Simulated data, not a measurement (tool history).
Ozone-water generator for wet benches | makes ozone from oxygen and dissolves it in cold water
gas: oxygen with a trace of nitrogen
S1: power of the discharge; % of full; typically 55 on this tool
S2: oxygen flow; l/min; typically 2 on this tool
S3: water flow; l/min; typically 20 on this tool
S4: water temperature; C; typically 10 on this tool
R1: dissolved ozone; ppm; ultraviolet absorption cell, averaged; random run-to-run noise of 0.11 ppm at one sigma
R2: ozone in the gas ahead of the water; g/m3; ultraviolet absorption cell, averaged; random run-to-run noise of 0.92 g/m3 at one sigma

{"run": 1, "day": 0.0, "S1": 55, "S2": 2, "S3": 20, "S4": 10, "R1": 7.1, "R2": 151.5}
{"run": 2, "day": 2.217, "S1": 55, "S2": 2, "S3": 20, "S4": 10, "R1": 6.9, "R2": 151}
{"run": 3, "day": 3.804, "S1": 55, "S2": 2.52, "S3": 20, "S4": 10, "R1": 7.1, "R2": 128.4}
{"run": 4, "day": 5.275, "S1": 55, "S2": 2, "S3": 20, "S4": 10, "R1": 7, "R2": 150.5}
{"run": 5, "day": 6.7, "S1": 55, "S2": 1.65, "S3": 20, "S4": 10, "R1": 6.8, "R2": 173.4}
{"run": 6, "day": 8.838, "S1": 55, "S2": 1.65, "S3": 20, "S4": 10, "R1": 6.6, "R2": 171.3}
{"run": 7, "day": 9.992, "S1": 53, "S2": 1.65, "S3": 20, "S4": 10, "R1": 6.4, "R2": 166.8}
{"run": 8, "day": 12.221, "S1": 53, "S2": 1.65, "S3": 20, "S4": 10, "R1": 6.4, "R2": 165.9}
{"run": 9, "day": 14.529, "S1": 55, "S2": 2, "S3": 20, "S4": 10, "R1": 6.9, "R2": 150.7}
{"run": 10, "day": 16.458, "S1": 55, "S2": 2, "S3": 20, "S4": 10, "R1": 6.8, "R2": 149.4}
{"run": 11, "day": 18.933, "S1": 55, "S2": 2, "S3": 20, "S4": 10, "R1": 6.9, "R2": 149.3}
{"run": 12, "day": 20.233, "S1": 55, "S2": 2, "S3": 20, "S4": 10, "R1": 7, "R2": 149.3}
{"run": 13, "day": 22.125, "S1": 55, "S2": 2, "S3": 20, "S4": 10, "R1": 7, "R2": 149.2}
{"run": 14, "day": 23.517, "S1": 55, "S2": 2, "S3": 20, "S4": 10, "R1": 6.8, "R2": 149.8}
{"run": 15, "day": 25.983, "S1": 55, "S2": 2, "S3": 20, "S4": 10, "R1": 6.8, "R2": 149.5}
{"run": 16, "day": 27.271, "S1": 55, "S2": 2, "S3": 20, "S4": 10, "R1": 6.8, "R2": 147.8}
{"run": 17, "day": 28.396, "S1": 55, "S2": 2, "S3": 20, "S4": 10, "R1": 6.8, "R2": 147.2}
{"run": 18, "day": 30.062, "S1": 55, "S2": 2.11, "S3": 20, "S4": 5, "R1": 7.1, "R2": 142.2}
{"run": 19, "day": 31.446, "S1": 55, "S2": 3.01, "S3": 21, "S4": 10, "R1": 6.7, "R2": 110.8}
{"run": 20, "day": 33.292, "S1": 55, "S2": 3.01, "S3": 24, "S4": 10, "R1": 5.5, "R2": 112.4}
{"run": 21, "day": 34.488, "S1": 55, "S2": 3.01, "S3": 24, "S4": 10, "R1": 5.8, "R2": 112.8}
{"run": 22, "day": 35.933, "S1": 55, "S2": 3.01, "S3": 24, "S4": 10, "R1": 6, "R2": 112.6}
{"run": 23, "day": 37.371, "S1": 55, "S2": 3.01, "S3": 24, "S4": 14, "R1": 5.5, "R2": 111.4}
{"run": 24, "day": 38.654, "S1": 55, "S2": 1.05, "S3": 13, "S4": 13, "R1": 10, "R2": 228.1}
{"run": 25, "day": 40.838, "S1": 94, "S2": 1.05, "S3": 12, "S4": 6, "R1": 17.9, "R2": 345.8}
{"run": 26, "day": 42.242, "S1": 55, "S2": 2, "S3": 14, "S4": 7, "R1": 10.4, "R2": 145.6}
{"run": 27, "day": 43.3, "S1": 92, "S2": 2, "S3": 16, "S4": 6, "R1": 13.5, "R2": 220.8}
{"run": 28, "day": 45.45, "S1": 92, "S2": 2, "S3": 16, "S4": 6, "R1": 13.6, "R2": 218.2}
{"run": 29, "day": 46.667, "S1": 89, "S2": 2, "S3": 14, "S4": 10, "R1": 15, "R2": 211.3}
{"run": 30, "day": 48.838, "S1": 55, "S2": 1.97, "S3": 28, "S4": 10, "R1": 4.5, "R2": 147.4}
{"run": 31, "day": 50.004, "S1": 55, "S2": 1.97, "S3": 28, "S4": 10, "R1": 4.3, "R2": 146.3}
{"run": 32, "day": 51.017, "S1": 94, "S2": 1.97, "S3": 28, "S4": 12, "R1": 6.5, "R2": 219.9}

Subtracting, for every run, the result it would have given without the tool's unlogged condition from the measured result gives the following. The same run-to-run variation enters both numbers; the gauge's scatter may not:
Hidden state present: yield of the discharge, % of new electrodes'; contactor's efficiency, % of a clean one's; true water temperature over the reading, C; drift of the gauge itself on ozone_ppm, %; drift of the gauge itself on gas_g_m3, %.
run=1 R1=-0.5 R2=-3.5
run=2 R1=-0.4 R2=-3.7
run=3 R1=-0.5 R2=-3.2
run=4 R1=-0.5 R2=-4
run=5 R1=-0.4 R2=-4.7
run=6 R1=-0.4 R2=-4.9
run=7 R1=-0.4 R2=-4.8
run=8 R1=-0.5 R2=-5
run=9 R1=-0.6 R2=-4.9
run=10 R1=-0.6 R2=-5.1
run=11 R1=-0.5 R2=-5.4
run=12 R1=-0.5 R2=-5.5
run=13 R1=-0.5 R2=-5.6
run=14 R1=-0.6 R2=-5.9
run=15 R1=-0.6 R2=-6.2
run=16 R1=-0.6 R2=-6.3
run=17 R1=-0.6 R2=-6.3
run=18 R1=-0.6 R2=-6.3
run=19 R1=-0.6 R2=-5
run=20 R1=-0.5 R2=-5.2
run=21 R1=-0.6 R2=-5.3
run=22 R1=-0.5 R2=-5.4
run=23 R1=-0.5 R2=-5.6
run=24 R1=-0.9 R2=-11.5
run=25 R1=-2.1 R2=-28
run=26 R1=-1 R2=-7.7
run=27 R1=-1.8 R2=-18.2
run=28 R1=-1.8 R2=-18.6
run=29 R1=-2 R2=-17.9
run=30 R1=-0.5 R2=-8.6
run=31 R1=-0.5 R2=-8.7
run=32 R1=-0.9 R2=-20.5
